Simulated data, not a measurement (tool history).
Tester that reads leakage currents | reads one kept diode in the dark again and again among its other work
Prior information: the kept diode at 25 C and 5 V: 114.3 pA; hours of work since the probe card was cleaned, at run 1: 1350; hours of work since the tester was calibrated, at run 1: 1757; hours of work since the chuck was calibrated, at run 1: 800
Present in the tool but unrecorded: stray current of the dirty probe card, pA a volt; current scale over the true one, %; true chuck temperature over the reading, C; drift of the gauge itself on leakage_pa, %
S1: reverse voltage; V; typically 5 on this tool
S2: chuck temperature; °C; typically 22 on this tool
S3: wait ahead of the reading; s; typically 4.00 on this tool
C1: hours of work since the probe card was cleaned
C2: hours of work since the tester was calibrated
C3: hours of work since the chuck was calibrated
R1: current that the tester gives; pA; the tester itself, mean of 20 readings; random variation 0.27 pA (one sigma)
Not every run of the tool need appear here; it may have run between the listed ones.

{"run": 1, "hour": 0.0, "S1": 5, "S2": 22, "S3": 4.0, "C1": 1350, "C2": 1757, "C3": 800, "R1": 89.21}
{"run": 2, "hour": 45.6, "S1": 5, "S2": 33, "S3": 4.0, "C1": 1375, "C2": 1782, "C3": 825, "R1": 219.47}
{"run": 3, "hour": 113.4, "S1": 5, "S2": 41, "S3": 4.0, "C1": 1411, "C2": 1818, "C3": 861, "R1": 409.21}
{"run": 4, "hour": 182.7, "S1": 5, "S2": 22, "S3": 0.31, "C1": 1449, "C2": 1856, "C3": 899, "R1": 94.13}
{"run": 5, "hour": 212.8, "S1": 5, "S2": 33, "S3": 4.0, "C1": 1465, "C2": 1872, "C3": 915, "R1": 221.17}
{"run": 6, "hour": 249.8, "S1": 5, "S2": 48, "S3": 4.0, "C1": 1485, "C2": 1892, "C3": 935, "R1": 686.02}
{"run": 7, "hour": 299.0, "S1": 5, "S2": 48, "S3": 4.0, "C1": 1511, "C2": 1918, "C3": 961, "R1": 686.52}
{"run": 8, "hour": 331.1, "S1": 5, "S2": 48, "S3": 4.0, "C1": 1528, "C2": 1935, "C3": 978, "R1": 683.74}
{"run": 9, "hour": 397.9, "S1": 5, "S2": 22, "S3": 4.0, "C1": 1564, "C2": 1971, "C3": 1014, "R1": 89.77}

Forecast run 10:
{"run": 10, "hour": 433.8, "S1": 5, "S2": 22, "S3": 4.0, "C1": 1584, "C2": 1990, "C3": 1034, "R1": "?"}

R1: 89.31 pA
If the tool had no hidden condition, the same run with the same run-to-run variation would have returned R1 89.19 pA.
